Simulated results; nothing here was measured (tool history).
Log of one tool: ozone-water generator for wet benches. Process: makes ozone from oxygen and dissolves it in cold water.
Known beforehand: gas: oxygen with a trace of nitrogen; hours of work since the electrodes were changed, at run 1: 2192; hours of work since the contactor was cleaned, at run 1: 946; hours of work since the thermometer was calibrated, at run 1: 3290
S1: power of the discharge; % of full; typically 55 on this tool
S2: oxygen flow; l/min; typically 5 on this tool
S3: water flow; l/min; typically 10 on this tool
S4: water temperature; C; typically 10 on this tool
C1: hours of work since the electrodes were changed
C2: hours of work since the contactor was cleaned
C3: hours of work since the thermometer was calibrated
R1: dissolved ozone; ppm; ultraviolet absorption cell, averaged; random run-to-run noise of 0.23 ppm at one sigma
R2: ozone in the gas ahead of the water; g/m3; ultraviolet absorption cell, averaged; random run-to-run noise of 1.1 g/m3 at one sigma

run    hour  S1    S2  S3  S4    C1    C2    C3    R1     R2
  1       0  55     5  10  10  2192   946  3290  29.7  178.4
  2     159  52     5  10  10  2297  1051  3395  28.9  173.5
  3   269.1  52     5  10  10  2369  1123  3467  28.7  170.7
  4   401.7  52     5  10  10  2456  1210  3554  28.4  171.4
  5   524.8  55     5  10  10  2537  1291  3635  29.6  176.4
  6   610.4  55     5  10  10  2593  1347  3691    29  173.3
  7   690.2  61     5  10  10  2645  1400  3744  30.2  181.3
  8   757.2  55     5  10  10  2689  1444  3788    29  172.6
  9   906.5  55     5  10  10  2787  1542  3886  28.5  174.2
 10  1062.5  55     5  10  10  2890  1644  3988  28.3  171.9
 11    1205  55     5  10  10  2983  1738  4082    28  171.1
 12  1292.6  55     5  10  10  3041  1795  4139  27.9  170.1
 13  1364.1  55     5  10  10  3088  1842  4186  28.1  169.9
 14  1517.8  55     5  10  10  3189  1943  4287  27.6  168.3
 15  1592.4  55     5  10  10  3238  1992  4336  27.5  167.4
     1603.3  -- water thermometer calibrated
 16  1738.2  55     5  10  10  3333  2087    89  27.1  166.9
     1898.1  -- contactor cleaned
 17  1898.1  73     4  10  10  3436     0   191  31.7  207.4
 18  2041.5  73     4  10  10  3530    94   285  31.5  204.8
 19  2132.5  58  7.64  13   8  3590   154   345  24.7  140.8
     2148.1  -- water thermometer calibrated, once more
 20  2211.5  96  6.59  10  14  3641   206    42    33  182.9
 21  2318.8  96  6.59  10  14  3712   276   112  32.4  183.5
 22  2478.9  96  6.59  10  14  3817   381   217  32.3  180.8
 23  2550.2  55     5  12   9  3863   428   264  25.1  162.9
 24  2674.7  55     5  12   9  3945   510   346  24.3  161.9
 25  2780.9  55     5  10   8  4015   579   416  28.4  161.3
 26  2861.2  55     5  10   8  4068   632   468  28.4  160.9
 27  2975.7  55     5  10   8  4143   707   543  28.3  159.6
 28  3055.9  55     5  10   8  4196   760   596  28.1    159
 29  3151.6  55     5  10   8  4258   823   659  28.2  160.1
 30  3264.4  52  3.81  10  10  4333   897   733  26.1  174.2
 31  3362.7  55  5.55  10   8  4397   961   798  27.5  151.5
 32  3442.4  58  6.69   7  16  4449  1014   850  28.8  141.3

Hidden state or all else? Some run-to-run changes of R1, split into what the settings, what came in and random variation would give without the hidden state, and what is left for the hidden state (with any gauge scatter that isn't in both results):
Hidden conditions of the tool in this case: yield of the discharge, % of new electrodes'; contactor's efficiency, % of a clean one's; true water temperature over the reading, C; drift of the gauge itself on ozone_ppm, %; drift of the gauge itself on gas_g_m3, %.
Run 18 -> 19: S1 73 -> 58, S2 4 -> 7.64, S3 10 -> 13, S4 10 -> 8. R1 -6.8 ppm: hidden state +2.2, all else -9.
Run 19 -> 20: S1 58 -> 96, S2 7.64 -> 6.59, S3 13 -> 10, S4 8 -> 14, water thermometer calibrated, once more. R1 +8.3 ppm: hidden state -3.2, all else +11.5.
Run 22 -> 23: S1 96 -> 55, S2 6.59 -> 5, S3 10 -> 12, S4 14 -> 9. R1 -7.2 ppm: hidden state +3.7, all else -10.9.
